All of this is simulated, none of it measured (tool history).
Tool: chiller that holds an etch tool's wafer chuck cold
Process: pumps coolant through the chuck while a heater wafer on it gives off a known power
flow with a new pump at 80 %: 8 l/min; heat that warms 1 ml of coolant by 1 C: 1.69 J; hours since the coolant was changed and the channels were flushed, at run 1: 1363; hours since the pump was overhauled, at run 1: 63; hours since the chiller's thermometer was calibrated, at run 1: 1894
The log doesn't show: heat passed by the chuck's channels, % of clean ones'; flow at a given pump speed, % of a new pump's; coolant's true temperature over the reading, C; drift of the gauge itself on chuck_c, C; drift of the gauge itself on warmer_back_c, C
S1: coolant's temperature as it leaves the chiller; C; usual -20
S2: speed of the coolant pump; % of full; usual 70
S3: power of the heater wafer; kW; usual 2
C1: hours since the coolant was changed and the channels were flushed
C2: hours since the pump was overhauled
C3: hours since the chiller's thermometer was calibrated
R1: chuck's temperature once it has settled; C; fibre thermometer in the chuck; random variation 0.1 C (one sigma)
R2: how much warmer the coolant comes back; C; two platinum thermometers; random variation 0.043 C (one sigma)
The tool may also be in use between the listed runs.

run     day   S1  S2     S3    C1    C2    C3     R1     R2
  1       0  -20  70      2  1363    63  1894   -2.4  10.24
  2    2.65  -20  70      2  1427   127  1958   -2.5  10.21
  3   4.662  -20  97      2  1475   175  2006   -5.7    7.3
  4   6.279  -20  93      2  1514   214  2045   -5.2   7.78
  5   8.554  -20  70  2.145  1569   268  2099   -1.1  11.03
  6   9.871  -20  61  2.145  1600   300  2131    0.8  12.59
  7  11.071  -20  61  2.145  1629   329  2160    0.7  12.66
  8  12.717  -20  61  2.145  1669   368  2199    0.8  12.55
  9  15.362  -20  70      2  1732   432  2263   -2.4  10.28
 10  17.562  -20  70      2  1785   485  2316   -2.2  10.29
 11  20.121  -20  70      2  1846   546  2377   -2.2   10.3
 12  21.308  -19  70      2  1875   575  2405   -1.4  10.29
 13  23.496  -19  70      2  1927   627  2458   -1.3   10.3
 14  24.967  -20  70      2  1963   662  2493     -2  10.34
 15  26.804  -15  87  1.274  2007   707  2537   -5.3   5.24
 16  29.125  -20  98      2  2062   762  2593   -5.6   7.43
 17  31.646  -20  98      2  2123   823  2654   -5.5   7.39
 18  32.846  -22  70  2.722  2152   851  2682    2.4  14.11
 19  34.958  -22  64  1.732  2202   902  2733   -5.6   9.83
 20      37  -22  64  1.732  2251   951  2782   -5.6   9.84
 21  38.433  -22  64  1.732  2286   986  2817   -5.6   9.85
 22  40.612  -17  70      2  2338  1038  2869    0.9  10.43
 23  42.212  -17  70      2  2376  1076  2907    0.8  10.38
 24  43.946  -25  71  1.735  2418  1118  2949   -9.6   8.91
 25   46.35  -23  93  2.872  2476  1176  3006   -1.4   11.2
 26  48.871  -23  76  1.284  2536  1236  3067  -12.1    6.2
 27  50.446  -23  76  1.284  2574  1274  3105    -12   6.18

The same runs without the tool's hidden state, with the same run-to-run variation:
run     R1     R2
  1   -2.7  10.17
  2   -2.8  10.14
  3     -6   7.24
  4   -5.5   7.71
  5   -1.5  10.92
  6    0.4  12.47
  7    0.3  12.53
  8    0.3  12.41
  9   -2.8  10.15
 10   -2.7  10.16
 11   -2.7  10.16
 12   -1.8  10.14
 13   -1.8  10.15
 14   -2.5  10.18
 15   -5.5   5.15
 16   -6.1   7.31
 17     -6   7.26
 18    1.6  13.86
 19   -6.1   9.64
 20   -6.1   9.64
 21   -6.1   9.65
 22    0.3  10.22
 23    0.2  10.16
 24  -10.2   8.71
 25   -2.2  10.94
 26  -12.5   6.05
 27  -12.4   6.03
